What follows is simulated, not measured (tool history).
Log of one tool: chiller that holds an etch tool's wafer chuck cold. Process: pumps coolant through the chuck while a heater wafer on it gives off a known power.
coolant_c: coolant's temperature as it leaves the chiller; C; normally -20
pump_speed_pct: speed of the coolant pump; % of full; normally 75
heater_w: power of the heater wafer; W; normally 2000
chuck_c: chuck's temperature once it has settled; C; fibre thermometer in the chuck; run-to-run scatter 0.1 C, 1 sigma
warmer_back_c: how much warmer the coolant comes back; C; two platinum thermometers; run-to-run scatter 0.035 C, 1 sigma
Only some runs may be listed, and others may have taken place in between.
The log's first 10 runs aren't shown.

| run | hour | coolant_c | pump_speed_pct | heater_w | chuck_c | warmer_back_c |
|---|---|---|---|---|---|---|
| 11 | 1332.5 | -20 | 75 | 2620 | -1.3 | 7.83 |
| 12 | 1482.8 | -20 | 75 | 2582 | -1.3 | 7.78 |
| 13 | 1584.6 | -20 | 75 | 2000 | -5.3 | 5.99 |
|  | 1682.1 | coolant changed, channels flushed |
| 14 | 1736.8 | -20 | 75 | 2000 | -6.7 | 6.08 |
| 15 | 1813.1 | -20 | 75 | 2000 | -6.7 | 6.02 |
| 16 | 1887.5 | -20 | 75 | 2685 | -2.1 | 8.11 |
| 17 | 1985.7 | -20 | 75 | 2685 | -2.1 | 8.11 |
| 18 | 2057 | -20 | 75 | 2685 | -2.2 | 8.14 |
| 19 | 2178.7 | -15 | 71 | 2685 | 3.8 | 8.63 |
| 20 | 2337.1 | -23 | 64 | 2924 | -1.1 | 10.61 |
| 21 | 2485.3 | -23 | 64 | 2924 | -1 | 10.55 |
| 22 | 2559.8 | -23 | 64 | 2924 | -0.9 | 10.56 |
| 23 | 2637.1 | -23 | 62 | 2392 | -4.6 | 9.02 |
| 24 | 2756.7 | -23 | 62 | 2392 | -4.5 | 8.98 |
| 25 | 2893.3 | -26 | 62 | 2392 | -7.2 | 9.02 |
| 26 | 3058 | -20 | 95 | 2000 | -7.8 | 4.9 |
| 27 | 3131.9 | -19 | 83 | 2000 | -5.6 | 5.56 |
| 28 | 3298.4 | -19 | 83 | 2000 | -5.7 | 5.62 |
| 29 | 3445.6 | -19 | 83 | 2000 | -5.6 | 5.56 |
| 30 | 3530.5 | -27 | 75 | 2000 | -12.7 | 6.24 |
| 31 | 3634.1 | -27 | 75 | 2000 | -12.6 | 6.3 |
| 32 | 3797.9 | -20 | 85 | 1415 | -10.4 | 3.89 |

Branching from run 32: 3 alternative next runs. What would each branch give?
|  | 3889.9 | chiller's thermometer calibrated |
| A | 3889.9 | -11 | 91 | 1415 | ? | ? |
|  | 3889.9 | chiller's thermometer calibrated |
| B | 3889.9 | -16 | 76 | 2315 | ? | ? |
|  | 3889.9 | chiller's thermometer calibrated |
| C | 3889.9 | -20 | 85 | 1695 | ? | ? |

| run | chuck_c | warmer_back_c |
|---|---|---|
| A | -2.3 | 3.64 |
| B | 0.1 | 7.15 |
| C | -9 | 4.7 |
What these runs would have given with no unlogged condition in the tool:
| run | chuck_c | warmer_back_c |
|---|---|---|
| A | -3.1 | 3.35 |
| B | -1.3 | 6.59 |
| C | -10 | 4.34 |

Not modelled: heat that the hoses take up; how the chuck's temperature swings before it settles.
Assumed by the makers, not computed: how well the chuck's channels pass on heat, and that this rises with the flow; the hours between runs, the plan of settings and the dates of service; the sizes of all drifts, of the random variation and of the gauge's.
